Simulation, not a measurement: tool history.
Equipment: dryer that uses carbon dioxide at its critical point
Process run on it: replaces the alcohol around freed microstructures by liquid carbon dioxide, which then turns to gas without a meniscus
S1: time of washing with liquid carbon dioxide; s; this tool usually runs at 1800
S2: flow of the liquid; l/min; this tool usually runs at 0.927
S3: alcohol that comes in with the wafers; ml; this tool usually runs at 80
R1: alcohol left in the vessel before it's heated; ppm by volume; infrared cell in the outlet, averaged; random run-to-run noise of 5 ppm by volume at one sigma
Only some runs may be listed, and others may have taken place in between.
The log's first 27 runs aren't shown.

run	hour	S1	S2	S3	R1
# hour 257.5: inlet filter changed
28	261	1800	0.927	45	24
29	273.8	1800	0.927	45	31
30	286.3	1740	0.927	67	33
31	291.8	1740	0.856	93	66
32	302.4	2400	0.576	52	74
33	314.8	2400	0.576	52	69
34	323.8	1200	0.576	64	1099
35	336.8	1200	0.576	64	1079
36	343.7	1440	0.576	55	546
37	356	2040	0.631	49	86
38	365.9	1380	0.898	80	156
39	378.8	1680	1.441	26	14
40	390.3	1680	1.441	26	20
41	400.5	1680	1.441	26	16
42	411.1	1680	1.441	26	12
43	419	1380	0.755	80	350
44	428	2400	0.705	42	36

Predict each of these 5 candidate next runs independently; none follows another, all start after run 44:
A	440	2400	1.4	70	?
B	440	2400	0.646	42	?
C	440	1740	0.582	72	?
D	440	2400	1.362	42	?
E	440	1260	0.705	65	?

run	R1
A	16
B	31
C	376
D	16
E	512
With the hidden condition removed and each run's random variation left untouched, the same runs would have given:
run	R1
A	7
B	20
C	352
D	7
E	484
